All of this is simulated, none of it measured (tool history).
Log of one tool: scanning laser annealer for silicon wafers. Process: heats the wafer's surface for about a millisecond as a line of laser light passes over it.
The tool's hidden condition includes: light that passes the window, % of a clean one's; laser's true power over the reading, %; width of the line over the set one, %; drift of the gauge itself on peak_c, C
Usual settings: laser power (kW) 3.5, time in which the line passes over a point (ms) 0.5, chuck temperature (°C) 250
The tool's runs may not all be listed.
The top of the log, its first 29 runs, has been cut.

| run | day | laser power (kW) | time in which the line passes over a point (ms) | chuck temperature (°C) | hours of work since the window was cleaned | hours of work since the power meter was calibrated | hours of work since the optics were aligned | highest temperature of the surface (°C) |
|---|---|---|---|---|---|---|---|---|
| 30 | 11.517 | 3.5 | 0.496 | 261 | 221 | 224 | 70 | 1028 |
| 31 | 11.875 | 3.723 | 0.459 | 231 | 228 | 230 | 76 | 1017 |
| 32 | 12.158 | 3.263 | 0.419 | 240 | 233 | 235 | 81 | 907 |
| 33 | 12.529 | 3.137 | 0.419 | 240 | 239 | 242 | 88 | 882 |
| 34 | 12.867 | 3.433 | 0.441 | 228 | 246 | 248 | 94 | 941 |
| 35 | 13.229 | 3.433 | 0.385 | 228 | 252 | 255 | 100 | 899 |
| 36 | 13.525 | 3.581 | 0.473 | 250 | 257 | 260 | 106 | 1017 |
| 37 | 13.829 | 3.581 | 0.473 | 250 | 263 | 265 | 111 | 1018 |
| 38 | 14.154 | 3.121 | 0.412 | 246 | 269 | 271 | 117 | 880 |
| 39 | 14.608 | 3.5 | 0.508 | 250 | 277 | 279 | 125 | 1028 |
| 40 | 14.971 | 3.383 | 0.422 | 239 | 283 | 286 | 132 | 927 |

Each row is a separate what-if for the run after 40, all from the same tool condition, not one after another. Results?
| A | 15.325 | 3.84 | 0.422 | 239 | 290 | 292 | 138 | ? |
| B | 15.325 | 3.5 | 0.51 | 250 | 290 | 292 | 138 | ? |
| C | 15.325 | 3.383 | 0.422 | 253 | 290 | 292 | 138 | ? |
| D | 15.325 | 3.5 | 0.5 | 282 | 290 | 292 | 138 | ? |
| E | 15.325 | 3.668 | 0.41 | 239 | 290 | 292 | 138 | ? |

| run | highest temperature of the surface (°C) |
|---|---|
| A | 1016 |
| B | 1025 |
| C | 944 |
| D | 1051 |
| E | 971 |
Without the tool's unlogged condition, the same runs would have read:
| run | highest temperature of the surface (°C) |
|---|---|
| A | 1038 |
| B | 1047 |
| C | 964 |
| D | 1073 |
| E | 992 |
